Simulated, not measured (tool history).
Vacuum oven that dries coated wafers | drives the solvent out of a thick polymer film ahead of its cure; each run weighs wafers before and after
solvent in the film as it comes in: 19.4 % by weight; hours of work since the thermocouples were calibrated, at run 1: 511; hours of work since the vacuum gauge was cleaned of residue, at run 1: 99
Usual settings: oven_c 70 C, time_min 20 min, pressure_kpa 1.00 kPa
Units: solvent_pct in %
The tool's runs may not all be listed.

run	day	oven_c	time_min	pressure_kpa	hours of work since the thermocouples were calibrated	hours of work since the vacuum gauge was cleaned of residue	solvent_pct
1	0.000	70	20	1.00	511	99	4.44
2	1.454	70	20	2.90	538	126	4.89
3	2.883	70	20	2.90	565	153	4.93
4	4.325	70	20	2.90	592	180	5.00
5	5.096	70	20	2.90	606	194	4.91
6	6.054	70	20	1.00	624	212	4.40
7	7.325	70	20	1.00	648	236	4.46
8	8.808	70	20	1.00	676	264	4.47
9	9.800	70	20	0.66	694	282	4.49
10	11.608	70	20	0.66	728	316	4.41
11	12.492	71	20	1.00	745	332	4.24
12	14.125	71	20	1.00	775	363	4.22
13	15.575	71	20	1.00	802	390	4.25
14	16.475	70	20	2.20	819	407	4.88
15	17.417	70	20	1.93	836	424	4.73
# day 18.871: oven's thermocouples calibrated
16	19.083	70	20	1.93	4	454	4.64
17	20.821	70	20	1.93	36	486	4.66
18	21.808	70	20	1.00	55	505	4.43
19	23.242	70	20	1.00	82	531	4.45
20	24.712	70	20	1.00	109	559	4.48
21	26.258	70	20	1.00	138	588	4.46
22	27.338	70	20	1.00	158	608	4.54
23	28.171	70	27	1.00	174	623	2.95
24	29.892	56	15	2.07	206	656	10.75
25	30.962	56	15	2.07	226	675	10.86
26	32.671	72	30	2.07	258	707	2.37
27	33.688	81	20	1.59	277	726	1.82
# day 33.904: vacuum gauge cleaned of residue and calibrated
28	35.275	81	20	1.59	305	26	1.78
29	36.996	70	33	1.00	337	58	2.18
30	38.312	59	20	0.56	362	82	8.17
# day 39.167: vacuum gauge cleaned of residue and calibrated, once more
31	39.525	58	15	0.61	383	7	9.94
32	40.404	58	11	0.83	400	23	11.39
33	41.700	66	26	1.53	424	47	4.54
34	43.233	70	18	0.57	452	76	5.10
35	43.983	70	18	0.57	466	90	5.10
36	45.354	70	18	1.90	492	116	5.42
37	46.212	66	13	1.08	508	131	8.39
38	47.058	72	26	1.98	524	147	2.95
39	48.675	72	26	1.98	554	177	2.95
40	49.433	76	11	3.33	568	192	6.49
41	50.717	68	23	2.12	592	216	4.83
42	51.683	83	23	0.65	610	234	0.91
43	52.946	83	23	0.65	634	257	0.91

5 ways to go on from here, each from the tool as it stands after run 43. What would each give?
A	53.729	68	15	0.77	648	272	?
B	53.729	67	23	0.65	648	272	?
C	53.729	59	10	2.30	648	272	?
D	53.729	83	24	1.12	648	272	?
E	53.729	58	24	0.65	648	272	?

run	solvent_pct
A	6.95
B	4.79
C	11.88
D	0.93
E	7.62
Without the tool's hidden state the same runs would have given:
run	solvent_pct
A	6.62
B	4.46
C	11.63
D	0.81
E	7.28
